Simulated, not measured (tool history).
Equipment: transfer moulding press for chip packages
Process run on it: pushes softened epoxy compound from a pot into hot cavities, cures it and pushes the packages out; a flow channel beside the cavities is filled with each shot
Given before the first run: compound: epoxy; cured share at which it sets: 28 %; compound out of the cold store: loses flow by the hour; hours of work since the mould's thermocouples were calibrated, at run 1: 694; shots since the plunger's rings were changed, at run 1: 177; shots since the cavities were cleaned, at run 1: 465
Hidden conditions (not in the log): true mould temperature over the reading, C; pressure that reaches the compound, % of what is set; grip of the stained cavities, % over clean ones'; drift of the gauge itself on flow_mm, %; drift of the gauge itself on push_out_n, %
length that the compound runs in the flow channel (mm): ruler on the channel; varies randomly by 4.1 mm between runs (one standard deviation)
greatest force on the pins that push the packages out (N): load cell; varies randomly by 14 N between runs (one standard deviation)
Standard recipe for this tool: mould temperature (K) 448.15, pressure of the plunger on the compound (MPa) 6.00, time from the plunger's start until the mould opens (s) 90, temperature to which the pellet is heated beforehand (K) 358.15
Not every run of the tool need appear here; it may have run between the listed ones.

run    hour  mould temperature (K)  pressure of the plunger on the compound (MPa)  time from the plunger's start until the mould opens (s)  temperature to which the pellet is heated beforehand (K)  hours of work since the mould's thermocouples were calibrated  shots since the plunger's rings were changed  shots since the cavities were cleaned  incoming compound's hours out of the cold store  length that the compound runs in the flow channel (mm)  greatest force on the pins that push the packages out (N)
  1     0.0                 448.15                                           6.00                                                       90                                                    358.15                                                            694                                           177                                    465                                             20.8                                                     503                                                        914
       18.7  -- cavities cleaned with cleaning compound and waxed
  2    58.0                 448.15                                           6.00                                                       90                                                    358.15                                                            717                                           596                                    291                                             23.0                                                     501                                                        819
      103.5  -- cavities cleaned with cleaning compound and waxed
  3   153.9                 448.15                                           5.59                                                       90                                                    358.15                                                            755                                          1296                                    374                                             17.6                                                     481                                                        857
      186.9  -- cavities cleaned with cleaning compound and waxed
      221.3  -- mould's thermocouples calibrated
  4   245.8                 448.15                                           5.59                                                       90                                                    358.15                                                             10                                          1951                                    422                                             26.6                                                     471                                                        929
      269.2  -- cavities cleaned with cleaning compound and waxed
  5   318.9                 448.15                                           6.00                                                       90                                                    358.15                                                             39                                          2481                                    368                                             10.3                                                     514                                                        910
      350.2  -- cavities cleaned with cleaning compound and waxed
  6   380.8                 448.15                                           6.00                                                       90                                                    358.15                                                             63                                          2929                                    227                                             44.8                                                     440                                                        773
      434.4  -- cavities cleaned with cleaning compound and waxed
  7   451.8                 451.15                                           6.00                                                       90                                                    358.15                                                             91                                          3444                                    129                                             22.9                                                     470                                                        660
      516.3  -- cavities cleaned with cleaning compound and waxed
  8   537.3                 451.15                                           5.16                                                       90                                                    358.15                                                            125                                          4067                                    156                                             22.6                                                     429                                                        641
  9   591.4                 451.15                                           5.16                                                       90                                                    358.15                                                            147                                          4467                                    556                                             20.0                                                     429                                                        837
      601.1  -- cavities cleaned with cleaning compound and waxed
      681.2  -- cavities cleaned with cleaning compound and waxed
 10   697.3                 448.15                                           6.00                                                       90                                                    358.15                                                            189                                          5230                                    119                                             33.6                                                     451                                                        708
      762.3  -- cavities cleaned with cleaning compound and waxed
      779.4  -- plunger's sealing rings changed
 11   779.4                 446.15                                           6.00                                                       90                                                    358.15                                                            220                                             0                                    108                                             36.3                                                     485                                                        787
      850.2  -- cavities cleaned with cleaning compound and waxed
 12   850.2                 448.15                                           6.00                                                       90                                                    354.15                                                            249                                           513                                      0                                             27.8                                                     494                                                        607
 13   920.3                 448.15                                           6.00                                                       90                                                    354.15                                                            277                                          1033                                    520                                             14.9                                                     506                                                        956
      936.9  -- cavities cleaned with cleaning compound and waxed
     1020.3  -- cavities cleaned with cleaning compound and waxed
 14  1020.3                 448.15                                           6.67                                                      122                                                    358.15                                                            316                                          1752                                      0                                             32.3                                                     500                                                        461
     1100.3  -- cavities cleaned with cleaning compound and waxed
 15  1100.3                 448.15                                           6.00                                                       82                                                    366.15                                                            348                                          2333                                      0                                             31.4                                                     468                                                        699
     1183.4  -- cavities cleaned with cleaning compound and waxed
 16  1197.3                 453.15                                           5.19                                                       88                                                    358.15                                                            386                                          3041                                    102                                             16.9                                                     444                                                        559
 17  1248.9                 453.15                                           5.19                                                       88                                                    358.15                                                            407                                          3424                                    485                                              9.4                                                     451                                                        758
     1265.3  -- cavities cleaned with cleaning compound and waxed
 18  1317.1                 452.15                                           7.17                                                       80                                                    353.15                                                            434                                          3918                                    384                                             28.6                                                     493                                                        815
     1349.3  -- cavities cleaned with cleaning compound and waxed
 19  1411.5                 440.15                                           7.17                                                       80                                                    353.15                                                            472                                          4607                                    462                                             12.5                                                     540                                                       2177
     1435.4  -- cavities cleaned with cleaning compound and waxed
 20  1504.2                 450.15                                           7.22                                                       90                                                    358.15                                                            509                                          5283                                    510                                             47.0                                                     455                                                        814
     1518.6  -- cavities cleaned with cleaning compound and waxed
 21  1560.4                 450.15                                           7.22                                                       90                                                    358.15                                                            531                                          5688                                    310                                             12.2                                                     509                                                        743
     1581.4  -- plunger's sealing rings changed
     1606.5  -- cavities cleaned with cleaning compound and waxed
 22  1662.7                 450.15                                           7.22                                                       90                                                    358.15                                                            571                                           592                                    417                                             10.2                                                     570                                                        755
     1690.6  -- cavities cleaned with cleaning compound and waxed
 23  1748.1                 448.15                                           6.00                                                      127                                                    362.15                                                            605                                          1213                                    426                                             35.9                                                     469                                                        657
     1776.2  -- cavities cleaned with cleaning compound and waxed
 24  1829.1                 448.15                                           6.00                                                      127                                                    362.15                                                            637                                          1802                                    392                                             13.9                                                     497                                                        658
     1857.9  -- cavities cleaned with cleaning compound and waxed
 25  1901.3                 448.15                                           6.00                                                       90                                                    352.15                                                            665                                          2326                                    321                                             31.4                                                     469                                                        799

Measured less the same run without the tool's hidden state. The same run-to-run variation is in both; the gauge's scatter may not be:
run  length that the compound runs in the flow channel (mm)  greatest force on the pins that push the packages out (N)
  1                                                      -5                                                       +267
  2                                                      -8                                                       +179
  3                                                     -12                                                       +200
  4                                                     -13                                                       +278
  5                                                     -20                                                       +244
  6                                                     -21                                                       +169
  7                                                     -26                                                       +106
  8                                                     -29                                                       +112
  9                                                     -32                                                       +287
 10                                                     -39                                                        +80
 11                                                      -4                                                        +63
 12                                                      -8                                                        -27
 13                                                     -13                                                       +293
 14                                                     -18                                                         -3
 15                                                     -22                                                        -35
 16                                                     -26                                                        +50
 17                                                     -30                                                       +233
 18                                                     -37                                                       +204
 19                                                     -49                                                       +577
 20                                                     -47                                                       +248
 21                                                     -56                                                       +164
 22                                                     -10                                                       +193
 23                                                     -12                                                       +203
 24                                                     -18                                                       +202
 25                                                     -21                                                       +161
